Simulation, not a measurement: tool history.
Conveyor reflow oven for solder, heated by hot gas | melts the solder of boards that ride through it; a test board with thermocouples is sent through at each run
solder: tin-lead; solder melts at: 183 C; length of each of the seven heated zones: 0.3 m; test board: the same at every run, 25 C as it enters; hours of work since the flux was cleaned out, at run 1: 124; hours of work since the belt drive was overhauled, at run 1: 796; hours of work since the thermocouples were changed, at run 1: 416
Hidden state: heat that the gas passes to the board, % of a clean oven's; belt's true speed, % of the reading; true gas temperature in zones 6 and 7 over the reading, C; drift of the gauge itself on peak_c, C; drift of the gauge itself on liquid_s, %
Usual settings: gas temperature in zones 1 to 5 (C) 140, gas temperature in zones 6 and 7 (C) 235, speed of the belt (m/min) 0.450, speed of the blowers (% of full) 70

run     day  gas temperature in zones 1 to 5 (C)  gas temperature in zones 6 and 7 (C)  speed of the belt (m/min)  speed of the blowers (% of full)  hours of work since the flux was cleaned out  hours of work since the belt drive was overhauled  hours of work since the thermocouples were changed  highest temperature of the board (C)  time above the solder's melting point (s)
  1   0.000                                  140                                   235                      0.450                                70                                           124                                                796                                                 416                                 214.9                                       59.7
      0.500  -- belt drive overhauled, speed set with a stopwatch
  2   0.696                                  140                                   246                      0.450                                70                                           133                                                  3                                                 425                                 224.2                                       65.3
  3   1.404                                  140                                   246                      0.450                                70                                           145                                                 15                                                 437                                 223.9                                       64.8
  4   2.300                                  140                                   235                      0.450                                81                                           160                                                 31                                                 453                                 218.2                                       60.9
  5   3.046                                  140                                   235                      0.450                                70                                           173                                                 43                                                 465                                 214.5                                       57.3
  6   3.912                                  140                                   235                      0.450                                70                                           188                                                 58                                                 480                                 214.8                                       56.5
  7   4.412                                  140                                   235                      0.450                                68                                           196                                                 66                                                 488                                 212.9                                       55.9
  8   4.792                                  140                                   235                      0.450                                68                                           202                                                 73                                                 495                                 213.0                                       57.1
      5.233  -- flux residue cleaned out of gas plates and filters
  9   5.471                                  144                                   235                      0.450                                68                                             4                                                 81                                                 503                                 216.0                                       61.1
 10   6.029                                  144                                   235                      0.450                                68                                            13                                                 90                                                 512                                 216.4                                       60.3
 11   6.550                                  140                                   235                      0.450                                70                                            22                                                 99                                                 521                                 215.3                                       58.7
 12   7.167                                  140                                   235                      0.450                                70                                            33                                                110                                                 532                                 215.2                                       59.0
 13   7.850                                  140                                   235                      0.450                                70                                            44                                                121                                                 543                                 216.1                                       59.2
 14   8.688                                  140                                   240                      0.450                                70                                            59                                                135                                                 558                                 218.7                                       61.4
 15   9.250                                  140                                   226                      0.450                                70                                            68                                                145                                                 567                                 207.3                                       50.5
 16   9.971                                  140                                   226                      0.450                                70                                            80                                                157                                                 579                                 206.6                                       50.7
 17  10.417                                  140                                   226                      0.450                                70                                            88                                                165                                                 587                                 207.7                                       51.2
 18  10.929                                  129                                   239                      0.450                                67                                            97                                                174                                                 596                                 213.7                                       53.1
 19  11.554                                  129                                   244                      0.450                                67                                           107                                                184                                                 606                                 219.0                                       56.8
 20  12.425                                  129                                   244                      0.450                                67                                           122                                                199                                                 621                                 218.6                                       56.8
 21  13.233                                  140                                   224                      0.450                                67                                           136                                                213                                                 635                                 203.8                                       46.8
 22  13.942                                  140                                   224                      0.437                                60                                           148                                                225                                                 647                                 202.3                                       45.1
 23  14.571                                  140                                   224                      0.437                                60                                           158                                                235                                                 657                                 202.4                                       44.8
 24  15.433                                  140                                   224                      0.437                                60                                           173                                                250                                                 672                                 202.3                                       44.9
 25  16.296                                  153                                   242                      0.450                                70                                           188                                                265                                                 687                                 221.7                                       69.2
 26  17.200                                  149                                   235                      0.450                                70                                           203                                                280                                                 702                                 215.7                                       62.4
     17.550  -- flux residue cleaned out of gas plates and filters
 27  18.025                                  135                                   226                      0.450                                88                                             8                                                290                                                 712                                 211.7                                       56.0
 28  18.692                                  135                                   223                      0.450                                88                                            19                                                302                                                 724                                 208.5                                       52.9
 29  19.279                                  135                                   234                      0.450                                84                                            29                                                312                                                 734                                 217.8                                       59.6
 30  19.788                                  135                                   234                      0.450                                84                                            38                                                320                                                 742                                 218.1                                       59.3

Hidden state at the last listed run before each entry between runs and at the first one after, where it differs:
Between runs 1 and 2: belt drive overhauled, speed set with a stopwatch (day 0.500)
  heat that the gas passes to the board, % of a clean oven's: 94.7 -> 94.4; belt's true speed, % of the reading: 98.59 -> 100.02; true gas temperature in zones 6 and 7 over the reading, C: -1.23 -> -1.27
  measured less the result without the state, highest temperature of the board (C): -2.0 -> -2.8; time above the solder's melting point (s): -1.0 -> -2.0
Between runs 8 and 9: flux residue cleaned out of gas plates and filters (day 5.233)
  heat that the gas passes to the board, % of a clean oven's: 91.8 -> 99; belt's true speed, % of the reading: 99.92 -> 99.91; true gas temperature in zones 6 and 7 over the reading, C: -1.52 -> -1.55
  measured less the result without the state, highest temperature of the board (C): -3.5 -> -1.5; time above the solder's melting point (s): -3.5 -> -1.2
Between runs 26 and 27: flux residue cleaned out of gas plates and filters (day 17.550)
  heat that the gas passes to the board, % of a clean oven's: 91.5 -> 99.2; belt's true speed, % of the reading: 99.61 -> 99.59; true gas temperature in zones 6 and 7 over the reading, C: -2.3 -> -2.34
  measured less the result without the state, highest temperature of the board (C): -3.9 -> -2.2; time above the solder's melting point (s): -3.3 -> -1.6
